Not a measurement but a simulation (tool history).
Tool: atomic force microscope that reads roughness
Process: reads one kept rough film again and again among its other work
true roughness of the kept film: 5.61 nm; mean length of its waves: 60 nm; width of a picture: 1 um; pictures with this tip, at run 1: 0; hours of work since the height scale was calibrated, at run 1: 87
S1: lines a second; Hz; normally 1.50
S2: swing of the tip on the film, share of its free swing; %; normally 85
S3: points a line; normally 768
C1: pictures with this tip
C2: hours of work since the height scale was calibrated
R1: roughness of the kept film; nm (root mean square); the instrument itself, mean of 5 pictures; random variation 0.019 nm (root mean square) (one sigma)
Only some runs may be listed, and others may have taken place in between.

run     day    S1  S2   S3   C1   C2     R1
  1   0.000  1.50  85  768    0   87  4.635
  2   0.400  2.83  85  768   12   95  4.062
  3   0.650  2.83  85  768   19  100  4.071
  4   0.883  2.83  85  768   25  104  3.991
  5   1.108  2.83  85  768   32  108  4.012
  6   1.433  2.83  85  768   41  114  4.000
  7   1.862  1.50  85  768   53  122  4.508
  8   2.296  1.50  85  768   65  130  4.485
  9   2.521  1.50  58  768   71  135  5.058
 10   2.904  1.50  85  768   82  142  4.444
 11   3.221  1.50  85  768   91  148  4.443
 12   3.554  1.50  85  768  100  154  4.404
 13   3.975  1.50  85  768  112  162  4.364
 14   4.171  1.50  88  768  118  165  4.313
 15   4.454  1.50  88  768  126  171  4.286
 16   4.738  1.50  88  768  134  176  4.243
 17   5.188  1.50  85  768  146  184  4.304
 18   5.529  1.50  85  768  156  191  4.312
 19   5.792  1.50  85  768  163  195  4.287
      5.854  -- height scale calibrated on a step standard
 20   6.300  1.50  85  768  176    8  4.304
      6.733  -- new tip fitted
 21   6.792  1.50  85  768    2   17  4.652
 22   7.029  1.50  85  768    8   22  4.683
      7.300  -- height scale calibrated on a step standard, once more
 23   7.375  1.54  85  953   17    1  4.576
 24   7.642  2.24  89  675   24    6  4.067
 25   7.892  1.96  76  383   31   11  4.655
 26   8.271  2.69  77  616   42   18  4.379
 27   8.575  3.21  85  272   51   24  3.860
 28   8.838  1.30  79  272   58   29  4.732
 29   9.308  0.58  59  346   71   37  5.107
 30   9.683  0.58  59  346   82   44  5.112
 31  10.125  0.58  59  346   94   53  5.080
 32  10.375  3.58  85  768  101   57  3.661
 33  10.712  1.50  56  749  111   64  4.978
 34  11.000  1.50  72  768  119   69  4.718
 35  11.221  2.20  58  530  125   73  4.824
 36  11.538  2.20  69  443  134   79  4.588
 37  11.808  2.20  85  756  142   84  4.039
 38  12.142  1.92  85  487  151   90  4.138
 39  12.608  2.86  70  664  164   99  4.328
 40  12.958  2.86  70  664  174  105  4.329
 41  13.158  2.86  70  664  180  109  4.316
 42  13.358  2.86  78  558  185  113  4.010
     13.492  -- new tip fitted
 43  13.738  0.55  74  558    7  120  5.207
 44  13.996  1.50  85  853   15  124  4.580

Same runs, no hidden state in the tool, same run-to-run variation:
Hidden state present: radius of the tip, nm; height scale over the true one, %; drift of the gauge itself on roughness_nm, %.
run     R1
  1  4.641
  2  4.093
  3  4.118
  4  4.048
  5  4.083
  6  4.090
  7  4.635
  8  4.641
  9  5.247
 10  4.637
 11  4.656
 12  4.634
 13  4.619
 14  4.576
 15  4.566
 16  4.539
 17  4.629
 18  4.657
 19  4.645
 20  4.687
 21  4.647
 22  4.691
 23  4.621
 24  4.123
 25  4.736
 26  4.483
 27  3.968
 28  4.881
 29  5.302
 30  5.337
 31  5.332
 32  3.856
 33  5.269
 34  5.013
 35  5.141
 36  4.911
 37  4.338
 38  4.464
 39  4.697
 40  4.721
 41  4.719
 42  4.393
 43  5.243
 44  4.630
